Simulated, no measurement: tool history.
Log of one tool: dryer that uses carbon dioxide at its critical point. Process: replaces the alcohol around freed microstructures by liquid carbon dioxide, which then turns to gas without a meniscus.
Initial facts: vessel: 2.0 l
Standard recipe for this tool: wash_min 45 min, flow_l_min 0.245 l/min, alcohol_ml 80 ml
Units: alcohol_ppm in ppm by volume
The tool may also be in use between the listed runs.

{"run": 1, "hour": 0.0, "wash_min": 45, "flow_l_min": 0.245, "alcohol_ml": 80, "alcohol_ppm": 486}
{"run": 2, "hour": 59.4, "wash_min": 45, "flow_l_min": 0.245, "alcohol_ml": 80, "alcohol_ppm": 543}
{"run": 3, "hour": 98.3, "wash_min": 45, "flow_l_min": 0.245, "alcohol_ml": 80, "alcohol_ppm": 570}
{"hour": 140.7, "done": "inlet filter changed"}
{"run": 4, "hour": 142.1, "wash_min": 45, "flow_l_min": 0.245, "alcohol_ml": 50, "alcohol_ppm": 225}
{"run": 5, "hour": 194.5, "wash_min": 45, "flow_l_min": 0.228, "alcohol_ml": 80, "alcohol_ppm": 454}
{"run": 6, "hour": 235.3, "wash_min": 45, "flow_l_min": 0.228, "alcohol_ml": 80, "alcohol_ppm": 481}
{"run": 7, "hour": 264.8, "wash_min": 34, "flow_l_min": 0.245, "alcohol_ml": 80, "alcohol_ppm": 1053}
{"run": 8, "hour": 320.7, "wash_min": 45, "flow_l_min": 0.245, "alcohol_ml": 21, "alcohol_ppm": 189}
{"run": 9, "hour": 387.4, "wash_min": 45, "flow_l_min": 0.245, "alcohol_ml": 21, "alcohol_ppm": 210}
{"run": 10, "hour": 441.5, "wash_min": 64, "flow_l_min": 0.157, "alcohol_ml": 81, "alcohol_ppm": 773}
{"run": 11, "hour": 475.8, "wash_min": 64, "flow_l_min": 0.157, "alcohol_ml": 81, "alcohol_ppm": 789}
{"run": 12, "hour": 514.1, "wash_min": 43, "flow_l_min": 0.396, "alcohol_ml": 107, "alcohol_ppm": 185}
{"run": 13, "hour": 553.5, "wash_min": 43, "flow_l_min": 0.396, "alcohol_ml": 107, "alcohol_ppm": 185}
{"run": 14, "hour": 585.7, "wash_min": 43, "flow_l_min": 0.396, "alcohol_ml": 107, "alcohol_ppm": 201}
{"run": 15, "hour": 623.7, "wash_min": 70, "flow_l_min": 0.249, "alcohol_ml": 107, "alcohol_ppm": 205}
{"run": 16, "hour": 653.3, "wash_min": 42, "flow_l_min": 0.191, "alcohol_ml": 107, "alcohol_ppm": 2362}
{"run": 17, "hour": 715.3, "wash_min": 29, "flow_l_min": 0.245, "alcohol_ml": 44, "alcohol_ppm": 1471}

For some of the steps in alcohol_ppm from one run to the next: how much would appear even if the tool had no hidden state, given the settings, what came in and random variation, and how much remains for the hidden state plus any gauge scatter that the measured result and the result without hidden state don't share?
Hidden conditions of the tool in this case: flow that reaches the vessel past the clogged filter, %; alcohol in the recycled carbon dioxide, ppm; drift of the gauge itself on alcohol_ppm, %.
Run 15 -> 16: wash_min 70 -> 42, flow_l_min 0.249 -> 0.191. alcohol_ppm +2157 ppm by volume: hidden state +788, all else +1369.
